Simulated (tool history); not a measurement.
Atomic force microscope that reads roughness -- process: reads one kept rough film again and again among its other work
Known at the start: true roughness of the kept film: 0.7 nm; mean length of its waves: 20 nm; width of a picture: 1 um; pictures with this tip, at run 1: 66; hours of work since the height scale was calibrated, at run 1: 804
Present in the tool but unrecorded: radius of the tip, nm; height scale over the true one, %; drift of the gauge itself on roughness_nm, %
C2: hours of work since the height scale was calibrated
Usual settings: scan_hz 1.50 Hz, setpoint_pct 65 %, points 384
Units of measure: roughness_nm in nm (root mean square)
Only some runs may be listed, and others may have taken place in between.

run 1 hour=0.0 | scan_hz=1.50 setpoint_pct=65 points=384 | pictures_with_this_tip=66 C2=804 | roughness_nm=0.615
run 2 hour=39.5 | scan_hz=1.50 setpoint_pct=65 points=384 | pictures_with_this_tip=118 C2=824 | roughness_nm=0.607
run 3 hour=80.8 | scan_hz=1.50 setpoint_pct=65 points=384 | pictures_with_this_tip=172 C2=844 | roughness_nm=0.598
run 4 hour=100.0 | scan_hz=1.50 setpoint_pct=65 points=384 | pictures_with_this_tip=197 C2=854 | roughness_nm=0.591
run 5 hour=132.5 | scan_hz=1.50 setpoint_pct=65 points=384 | pictures_with_this_tip=239 C2=870 | roughness_nm=0.575
run 6 hour=152.9 | scan_hz=3.14 setpoint_pct=65 points=384 | pictures_with_this_tip=266 C2=880 | roughness_nm=0.550
run 7 hour=183.5 | scan_hz=3.14 setpoint_pct=65 points=384 | pictures_with_this_tip=306 C2=895 | roughness_nm=0.542
-- hour=208.4 new tip fitted
run 8 hour=218.8 | scan_hz=3.14 setpoint_pct=65 points=384 | pictures_with_this_tip=14 C2=912 | roughness_nm=0.600
run 9 hour=248.9 | scan_hz=3.14 setpoint_pct=65 points=384 | pictures_with_this_tip=53 C2=927 | roughness_nm=0.587
run 10 hour=285.1 | scan_hz=3.14 setpoint_pct=65 points=384 | pictures_with_this_tip=100 C2=944 | roughness_nm=0.582
run 11 hour=318.6 | scan_hz=3.14 setpoint_pct=65 points=384 | pictures_with_this_tip=144 C2=961 | roughness_nm=0.561
run 12 hour=359.8 | scan_hz=3.14 setpoint_pct=65 points=384 | pictures_with_this_tip=198 C2=981 | roughness_nm=0.563
run 13 hour=380.1 | scan_hz=1.50 setpoint_pct=65 points=264 | pictures_with_this_tip=224 C2=991 | roughness_nm=0.572
run 14 hour=402.9 | scan_hz=1.50 setpoint_pct=65 points=264 | pictures_with_this_tip=254 C2=1002 | roughness_nm=0.559
run 15 hour=427.6 | scan_hz=1.50 setpoint_pct=58 points=264 | pictures_with_this_tip=286 C2=1014 | roughness_nm=0.565
-- hour=468.6 new tip fitted
run 16 hour=470.4 | scan_hz=1.50 setpoint_pct=89 points=384 | pictures_with_this_tip=3 C2=1035 | roughness_nm=0.576
run 17 hour=514.8 | scan_hz=1.50 setpoint_pct=89 points=384 | pictures_with_this_tip=61 C2=1057 | roughness_nm=0.573
run 18 hour=546.7 | scan_hz=1.50 setpoint_pct=65 points=580 | pictures_with_this_tip=102 C2=1073 | roughness_nm=0.611
run 19 hour=569.5 | scan_hz=1.50 setpoint_pct=65 points=349 | pictures_with_this_tip=132 C2=1084 | roughness_nm=0.601
run 20 hour=612.2 | scan_hz=1.50 setpoint_pct=65 points=349 | pictures_with_this_tip=188 C2=1105 | roughness_nm=0.589
run 21 hour=652.5 | scan_hz=0.59 setpoint_pct=68 points=685 | pictures_with_this_tip=241 C2=1125 | roughness_nm=0.589
run 22 hour=689.4 | scan_hz=0.59 setpoint_pct=68 points=685 | pictures_with_this_tip=289 C2=1143 | roughness_nm=0.579
-- hour=710.8 height scale calibrated on a step standard
run 23 hour=723.2 | scan_hz=2.68 setpoint_pct=69 points=408 | pictures_with_this_tip=332 C2=6 | roughness_nm=0.547
-- hour=728.6 new tip fitted
run 24 hour=761.6 | scan_hz=1.21 setpoint_pct=73 points=277 | pictures_with_this_tip=43 C2=25 | roughness_nm=0.606
run 25 hour=799.1 | scan_hz=1.21 setpoint_pct=85 points=661 | pictures_with_this_tip=92 C2=43 | roughness_nm=0.588
run 26 hour=843.5 | scan_hz=1.21 setpoint_pct=85 points=661 | pictures_with_this_tip=150 C2=65 | roughness_nm=0.576
run 27 hour=876.4 | scan_hz=0.85 setpoint_pct=85 points=301 | pictures_with_this_tip=193 C2=81 | roughness_nm=0.573
run 28 hour=917.4 | scan_hz=0.71 setpoint_pct=85 points=991 | pictures_with_this_tip=247 C2=101 | roughness_nm=0.581
run 29 hour=949.9 | scan_hz=0.71 setpoint_pct=82 points=423 | pictures_with_this_tip=289 C2=117 | roughness_nm=0.584
run 30 hour=973.1 | scan_hz=0.71 setpoint_pct=82 points=423 | pictures_with_this_tip=319 C2=129 | roughness_nm=0.573
-- hour=986.4 new tip fitted
run 31 hour=997.3 | scan_hz=0.71 setpoint_pct=63 points=423 | pictures_with_this_tip=15 C2=140 | roughness_nm=0.648
run 32 hour=1016.5 | scan_hz=0.71 setpoint_pct=63 points=423 | pictures_with_this_tip=40 C2=150 | roughness_nm=0.646
run 33 hour=1044.5 | scan_hz=0.96 setpoint_pct=87 points=384 | pictures_with_this_tip=76 C2=164 | roughness_nm=0.598
run 34 hour=1066.1 | scan_hz=1.35 setpoint_pct=70 points=830 | pictures_with_this_tip=104 C2=174 | roughness_nm=0.623
run 35 hour=1088.2 | scan_hz=1.41 setpoint_pct=62 points=830 | pictures_with_this_tip=133 C2=185 | roughness_nm=0.627
run 36 hour=1123.8 | scan_hz=1.41 setpoint_pct=62 points=830 | pictures_with_this_tip=180 C2=203 | roughness_nm=0.606
run 37 hour=1156.9 | scan_hz=1.41 setpoint_pct=62 points=830 | pictures_with_this_tip=223 C2=219 | roughness_nm=0.606
run 38 hour=1200.2 | scan_hz=2.29 setpoint_pct=85 points=384 | pictures_with_this_tip=280 C2=240 | roughness_nm=0.514

Here are 4 independent what-if runs from the current tool condition. What would each one return?
run A hour=1238.5 | scan_hz=0.80 setpoint_pct=89 points=384 | pictures_with_this_tip=330 C2=259 | roughness_nm=?
run B hour=1238.5 | scan_hz=2.55 setpoint_pct=65 points=384 | pictures_with_this_tip=330 C2=259 | roughness_nm=?
run C hour=1238.5 | scan_hz=0.99 setpoint_pct=84 points=980 | pictures_with_this_tip=330 C2=259 | roughness_nm=?
run D hour=1238.5 | scan_hz=1.50 setpoint_pct=65 points=734 | pictures_with_this_tip=330 C2=259 | roughness_nm=?

run=A roughness_nm=0.554
run=B roughness_nm=0.560
run=C roughness_nm=0.561
run=D roughness_nm=0.577
What these runs would have given with no unlogged condition in the tool:
run=A roughness_nm=0.623
run=B roughness_nm=0.630
run=C roughness_nm=0.632
run=D roughness_nm=0.650
